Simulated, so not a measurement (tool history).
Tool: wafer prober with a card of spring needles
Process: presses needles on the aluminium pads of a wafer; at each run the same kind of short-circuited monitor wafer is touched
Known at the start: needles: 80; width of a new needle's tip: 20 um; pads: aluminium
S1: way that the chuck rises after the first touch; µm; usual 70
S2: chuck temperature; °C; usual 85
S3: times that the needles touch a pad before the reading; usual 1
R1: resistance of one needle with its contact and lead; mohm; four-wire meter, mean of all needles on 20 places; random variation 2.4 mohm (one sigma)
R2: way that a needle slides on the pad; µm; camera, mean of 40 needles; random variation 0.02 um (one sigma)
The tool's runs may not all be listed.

run   hour  S1  S2  S3   R1     R2
  1      0  70  85   1  431  11.09
       8.4  -- tips cleaned on abrasive film
      25.5  -- tips cleaned on abrasive film
  2   27.8  70  85   1  336  11.02
      42.2  -- tips cleaned on abrasive film
  3   46.2  70  85   1  372  11.06
      58.8  -- tips cleaned on abrasive film
  4   71.1  70  85   1  466     11
      76.2  -- tips cleaned on abrasive film
  5     89  70  85   1  472  11.03
      93.2  -- tips cleaned on abrasive film
  6  103.3  70  85   1  455  11.02
     109.9  -- tips cleaned on abrasive film
     126.6  -- tips cleaned on abrasive film
  7  126.9  70  85   1  288  10.98
  8  140.1  70  85   1  472  11.01
     144.9  -- tips cleaned on abrasive film
  9  153.3  76  85   1  422  11.96
     163.5  -- tips cleaned on abrasive film
       182  -- tips cleaned on abrasive film
 10  182.1  76  85   1  288  11.91
     198.6  -- tips cleaned on abrasive film
 11  202.1  76  85   1  363   11.9
     215.1  -- tips cleaned on abrasive film
 12  216.1  70  85   1  317  10.89
     218.9  -- height of the first contact set anew
     232.3  -- tips cleaned on abrasive film
 13  244.5  70  85   1  460  11.13
     249.7  -- tips cleaned on abrasive film
     266.3  -- tips cleaned on abrasive film
 14  268.1  70  85   1  334   11.1
     283.5  -- tips cleaned on abrasive film
 15  297.1  70  85   1  464  11.09
     301.8  -- tips cleaned on abrasive film
 16  313.2  87  85   1  386  13.78
     320.2  -- tips cleaned on abrasive film
     337.1  -- tips cleaned on abrasive film
 17  341.5  87  49   1  336   13.8
     353.9  -- tips cleaned on abrasive film
 18  363.5  70  97   1  459  11.01
     371.7  -- tips cleaned on abrasive film
     389.1  -- tips cleaned on abrasive film
 19  391.7  55  25   2  349   8.65
     405.8  -- tips cleaned on abrasive film
 20  416.7  55  57   3  383   8.64
     422.9  -- tips cleaned on abrasive film
 21  430.6  55  57   3  364   8.61
     440.2  -- tips cleaned on abrasive film
 22  443.2  62  50   2  337   9.73
     457.4  -- tips cleaned on abrasive film
 23  457.4  90  99   1  274  14.15
     474.7  -- tips cleaned on abrasive film
 24  474.7  78  61   3  271  12.23
     491.2  -- tips cleaned on abrasive film
 25  491.9  78  61   3  273  12.21
     508.6  -- tips cleaned on abrasive film
 26  510.8  55  82   1  397   8.57
       525  -- tips cleaned on abrasive film
 27  527.1  55  82   1  413   8.54
     542.1  -- tips cleaned on abrasive film
 28  552.9  85  66   1  411   13.3
     559.1  -- tips cleaned on abrasive film
 29  565.1  51  71   1  557   7.91
     577.9  -- tips cleaned on abrasive film
     583.8  -- height of the first contact set anew
 30  586.8  51  71   1  588   8.14
     594.7  -- tips cleaned on abrasive film
 31  601.7  51  71   1  557   8.07
     611.3  -- tips cleaned on abrasive film
 32  619.7  70  40   2  362  11.13

The same runs without the tool's hidden state, with the same run-to-run variation:
The hidden state here: debris on the tips, nm; way that the needles fall short of the set height, um; tips' diameter, um; drift of the gauge itself on contact_mohm, %; drift of the gauge itself on scrub_um, %.
run   R1     R2
  1  266  11.17
  2  269  11.12
  3  265  11.17
  4  271  11.12
  5  272  11.15
  6  271  11.15
  7  269  11.14
  8  269  11.17
  9  268  12.13
 10  263   12.1
 11  266  12.11
 12  267  11.11
 13  266  11.14
 14  263  11.13
 15  264  11.13
 16  262  13.84
 17  253  13.89
 18  275  11.11
 19  255   8.76
 20  264   8.76
 21  265   8.75
 22  259   9.87
 23  262  14.31
 24  263   12.4
 25  259  12.38
 26  267   8.76
 27  272   8.74
 28  262  13.51
 29  267   8.13
 30  269   8.14
 31  267   8.08
 32  255  11.15
